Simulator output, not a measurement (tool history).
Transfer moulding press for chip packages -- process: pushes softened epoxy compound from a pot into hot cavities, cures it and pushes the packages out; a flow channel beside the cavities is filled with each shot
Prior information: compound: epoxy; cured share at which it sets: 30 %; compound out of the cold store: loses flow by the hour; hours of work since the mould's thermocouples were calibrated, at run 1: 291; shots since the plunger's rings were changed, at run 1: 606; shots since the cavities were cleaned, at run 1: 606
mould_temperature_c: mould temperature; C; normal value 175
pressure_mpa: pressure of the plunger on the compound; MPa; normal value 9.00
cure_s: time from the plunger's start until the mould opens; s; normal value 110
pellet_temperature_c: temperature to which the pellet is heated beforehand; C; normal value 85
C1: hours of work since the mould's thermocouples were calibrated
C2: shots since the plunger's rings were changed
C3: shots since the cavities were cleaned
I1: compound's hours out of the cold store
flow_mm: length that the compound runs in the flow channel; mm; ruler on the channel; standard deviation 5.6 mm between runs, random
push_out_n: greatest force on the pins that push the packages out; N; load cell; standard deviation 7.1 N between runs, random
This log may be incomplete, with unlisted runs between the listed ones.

Run 1, day 0.000: usual settings; C1 291; C2 606; C3 606; I1 20.1. Result: flow_mm 600 mm, push_out_n 529 N.
Run 2, day 0.596: usual settings but pressure_mpa 7.05 MPa; C1 299; C2 755; C3 755; I1 10.8. Result: flow_mm 545 mm, push_out_n 559 N.
At day 1.154: cavities cleaned with cleaning compound and waxed.
Run 3, day 1.208: usual settings but mould_temperature_c 173 C, pressure_mpa 7.05 MPa; C1 308; C2 893; C3 15; I1 34.8. Result: flow_mm 492 mm, push_out_n 363 N.
Run 4, day 1.646: usual settings but cure_s 108 s; C1 314; C2 1002; C3 124; I1 41.3. Result: flow_mm 525 mm, push_out_n 354 N.
Run 5, day 2.283: usual settings; C1 324; C2 1161; C3 283; I1 38.3. Result: flow_mm 537 mm, push_out_n 417 N.
Run 6, day 2.600: usual settings; C1 328; C2 1239; C3 361; I1 30.1. Result: flow_mm 558 mm, push_out_n 448 N.
Run 7, day 2.875: usual settings but pressure_mpa 7.25 MPa; C1 333; C2 1308; C3 430; I1 33.9. Result: flow_mm 492 mm, push_out_n 454 N.
Run 8, day 3.188: usual settings but mould_temperature_c 172 C, pressure_mpa 10.03 MPa, cure_s 94 s, pellet_temperature_c 86 C; C1 337; C2 1386; C3 508; I1 22.2. Result: flow_mm 617 mm, push_out_n 832 N.
Run 9, day 3.738: usual settings but mould_temperature_c 169 C, pressure_mpa 9.45 MPa, pellet_temperature_c 82 C; C1 346; C2 1524; C3 646; I1 23.2. Result: flow_mm 612 mm, push_out_n 819 N.
Run 10, day 4.292: usual settings but mould_temperature_c 169 C, pressure_mpa 9.45 MPa, pellet_temperature_c 82 C; C1 354; C2 1662; C3 784; I1 44.5. Result: flow_mm 544 mm, push_out_n 766 N.

Estimate the outcome of run 11 from the log above:
Run 11, day 4.608: usual settings but mould_temperature_c 170 C, pressure_mpa 7.66 MPa, cure_s 106 s, pellet_temperature_c 95 C; C1 359; C2 1741; C3 863; I1 38.5. Result: flow_mm ?, push_out_n ?.

flow_mm: 501 mm
push_out_n: 779 N
With the hidden condition absent and the run-to-run variation left alone, this run would have shown flow_mm 511 mm, push_out_n 402 N.
